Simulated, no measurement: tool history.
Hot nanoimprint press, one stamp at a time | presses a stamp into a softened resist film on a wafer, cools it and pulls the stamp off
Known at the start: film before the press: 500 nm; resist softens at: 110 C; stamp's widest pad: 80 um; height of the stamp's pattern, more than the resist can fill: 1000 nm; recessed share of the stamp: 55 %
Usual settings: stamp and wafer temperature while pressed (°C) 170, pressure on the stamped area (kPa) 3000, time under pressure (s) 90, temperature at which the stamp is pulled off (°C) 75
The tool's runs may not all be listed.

| run | hour | stamp and wafer temperature while pressed (°C) | pressure on the stamped area (kPa) | time under pressure (s) | temperature at which the stamp is pulled off (°C) | resist left under the stamp's widest pad (nm) | greatest force while the stamp is pulled off (N) |
|---|---|---|---|---|---|---|---|
| 1 | 0.0 | 170 | 3000 | 90 | 75 | 264.0 | 183 |
| 2 | 15.0 | 170 | 3000 | 90 | 75 | 269.7 | 181 |
| 3 | 28.0 | 170 | 3000 | 90 | 75 | 269.1 | 192 |
| 4 | 39.3 | 170 | 3000 | 90 | 75 | 268.8 | 189 |
| 5 | 49.1 | 170 | 3000 | 90 | 75 | 268.5 | 187 |
| 6 | 67.3 | 170 | 3000 | 90 | 75 | 271.1 | 184 |
| 7 | 86.0 | 170 | 3000 | 90 | 75 | 267.8 | 184 |
| 8 | 107.2 | 170 | 3000 | 90 | 75 | 271.0 | 187 |
| 9 | 129.2 | 170 | 3000 | 90 | 75 | 270.9 | 194 |
| 10 | 139.2 | 170 | 3000 | 79 | 75 | 282.5 | 192 |
| 11 | 156.8 | 170 | 3000 | 79 | 75 | 278.7 | 187 |
| 12 | 181.2 | 170 | 2100 | 76 | 75 | 331.1 | 193 |
| 13 | 204.0 | 170 | 2060 | 72 | 76 | 335.9 | 180 |
| 14 | 232.1 | 163 | 4740 | 90 | 75 | 312.8 | 196 |
| 15 | 251.5 | 169 | 3000 | 90 | 81 | 282.9 | 166 |
| 16 | 273.1 | 169 | 3000 | 95 | 81 | 279.4 | 169 |
| 17 | 286.7 | 169 | 3000 | 95 | 81 | 277.7 | 169 |
| 18 | 305.7 | 170 | 3680 | 158 | 75 | 198.4 | 188 |
| 19 | 327.9 | 163 | 3000 | 90 | 77 | 367.2 | 182 |
| 20 | 349.8 | 166 | 3000 | 90 | 65 | 320.9 | 215 |
| 21 | 371.6 | 166 | 3000 | 90 | 75 | 323.7 | 192 |

Not shown: 2 entries that the log had between the listed runs. Between which runs, and how does the tool's hidden state differ before and after?
Between runs 13 and 14: stamp cleaned and given a new release coat (hour 216.2)
  grip of the stamp's worn release coat, % over a new coat's: 1.6 -> 0.1
Between runs 17 and 18: plate thermocouple calibrated (hour 293.2)
  true temperature over the reading, C: -0.03 -> 0
